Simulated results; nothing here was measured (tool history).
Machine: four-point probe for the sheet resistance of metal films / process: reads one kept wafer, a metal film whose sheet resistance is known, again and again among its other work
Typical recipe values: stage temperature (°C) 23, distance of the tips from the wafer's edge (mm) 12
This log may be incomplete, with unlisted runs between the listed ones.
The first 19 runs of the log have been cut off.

| run | hour | stage temperature (°C) | distance of the tips from the wafer's edge (mm) | sheet resistance as the instrument gives it (ohm/square) |
|---|---|---|---|---|
| 20 | 2034.9 | 23 | 12 | 18.698892 |
| 21 | 2136.2 | 23 | 12 | 18.705721 |
| 22 | 2227.1 | 23 | 71 | 18.636123 |
| 23 | 2361.1 | 19 | 49 | 18.680936 |
| 24 | 2464.5 | 22 | 23 | 18.666747 |
| 25 | 2535.7 | 22 | 5 | 19.040345 |
|  | 2601.6 | stage's thermometer calibrated |
| 26 | 2666.1 | 22 | 5 | 19.076587 |
| 27 | 2745.9 | 27 | 5 | 19.025722 |
| 28 | 2829.6 | 20 | 28 | 18.712352 |
| 29 | 2964.7 | 23 | 16 | 18.707877 |
| 30 | 3064.5 | 28 | 43 | 18.639569 |
| 31 | 3127.2 | 20 | 10 | 18.806731 |
| 32 | 3225.5 | 27 | 16 | 18.686016 |
| 33 | 3360.6 | 29 | 57 | 18.633409 |
| 34 | 3474.8 | 29 | 3 | 19.684545 |
| 35 | 3544.4 | 20 | 12 | 18.79235 |
| 36 | 3659.7 | 18 | 19 | 18.768606 |
| 37 | 3771.2 | 23 | 5 | 19.095617 |
| 38 | 3902.5 | 31 | 12 | 18.690825 |
| 39 | 3995.3 | 19 | 19 | 18.762794 |
| 40 | 4097.6 | 29 | 4 | 19.255153 |
| 41 | 4173.6 | 18 | 6 | 19.02914 |
| 42 | 4249.4 | 27 | 26 | 18.689823 |
|  | 4268.4 | stage's thermometer calibrated |
| 43 | 4374.6 | 20 | 5 | 19.157322 |
| 44 | 4434.9 | 23 | 57 | 18.745533 |

Forecast each of these 3 alternatives for the next run:
| A | 4568.7 | 28 | 10 | ? |
| B | 4568.7 | 29 | 73 | ? |
| C | 4568.7 | 23 | 12 | ? |

| run | sheet resistance as the instrument gives it (ohm/square) |
|---|---|
| A | 18.802706 |
| B | 18.690447 |
| C | 18.808956 |
The same runs, with their run-to-run variation unchanged, on a tool lacking any hidden condition would have given:
| run | sheet resistance as the instrument gives it (ohm/square) |
|---|---|
| A | 18.635124 |
| B | 18.523794 |
| C | 18.64132 |

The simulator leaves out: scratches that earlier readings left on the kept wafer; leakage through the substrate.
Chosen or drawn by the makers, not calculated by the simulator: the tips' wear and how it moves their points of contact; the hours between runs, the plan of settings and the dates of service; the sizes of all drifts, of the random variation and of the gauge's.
